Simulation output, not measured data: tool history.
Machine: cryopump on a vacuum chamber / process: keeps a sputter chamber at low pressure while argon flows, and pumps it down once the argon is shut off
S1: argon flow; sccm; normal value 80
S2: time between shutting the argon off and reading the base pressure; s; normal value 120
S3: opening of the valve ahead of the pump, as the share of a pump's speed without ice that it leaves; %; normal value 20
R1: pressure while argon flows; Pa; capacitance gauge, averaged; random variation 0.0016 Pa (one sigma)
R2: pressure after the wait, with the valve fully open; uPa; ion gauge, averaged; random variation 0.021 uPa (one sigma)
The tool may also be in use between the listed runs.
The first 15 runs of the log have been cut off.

run 16 hour=260.9 | S1=80 S2=120 S3=20 | R1=0.395 R2=1.72
run 17 hour=281.3 | S1=80 S2=47 S3=20 | R1=0.395 R2=2.19
run 18 hour=303.9 | S1=80 S2=77 S3=20 | R1=0.3959 R2=1.9
run 19 hour=326.5 | S1=56 S2=131 S3=33 | R1=0.1755 R2=1.74
run 20 hour=342.1 | S1=56 S2=131 S3=33 | R1=0.1767 R2=1.8
run 21 hour=359.1 | S1=56 S2=131 S3=33 | R1=0.1759 R2=1.82
run 22 hour=379.3 | S1=67 S2=83 S3=41 | R1=0.1747 R2=1.92
run 23 hour=400.9 | S1=67 S2=42 S3=38 | R1=0.1866 R2=2.26
run 24 hour=422.1 | S1=51 S2=64 S3=28 | R1=0.1866 R2=2.11
run 25 hour=433.5 | S1=57 S2=256 S3=20 | R1=0.2877 R2=1.69
run 26 hour=446.3 | S1=154 S2=48 S3=41 | R1=0.4042 R2=2.25
-- hour=471.8 pump warmed up, emptied and cooled again
run 27 hour=473 | S1=44 S2=120 S3=20 | R1=0.2043 R2=1.45
run 28 hour=494.5 | S1=58 S2=268 S3=20 | R1=0.2702 R2=1.34
run 29 hour=507.2 | S1=58 S2=262 S3=20 | R1=0.2683 R2=1.32
run 30 hour=522.5 | S1=118 S2=280 S3=20 | R1=0.5484 R2=1.32
run 31 hour=542 | S1=127 S2=29 S3=28 | R1=0.4246 R2=2.4
run 32 hour=557.1 | S1=146 S2=51 S3=20 | R1=0.6851 R2=1.86
run 33 hour=578.3 | S1=146 S2=51 S3=20 | R1=0.6781 R2=1.88
run 34 hour=595.4 | S1=154 S2=24 S3=57 | R1=0.259 R2=2.54

4 options for the next run, each taken on its own from the tool as it stands now. Forecast them:
run A hour=610 | S1=58 S2=24 S3=57 | R1=? R2=?
run B hour=610 | S1=76 S2=92 S3=58 | R1=? R2=?
run C hour=610 | S1=33 S2=32 S3=57 | R1=? R2=?
run D hour=610 | S1=76 S2=140 S3=27 | R1=? R2=?

run=A R1=0.0981 R2=2.6
run=B R1=0.1253 R2=1.58
run=C R1=0.0558 R2=2.28
run=D R1=0.2662 R2=1.48
With the hidden condition removed and each run's random variation left untouched, the same runs would have given:
run=A R1=0.0957 R2=1.5
run=B R1=0.1222 R2=0.49
run=C R1=0.0544 R2=1.18
run=D R1=0.263 R2=0.38
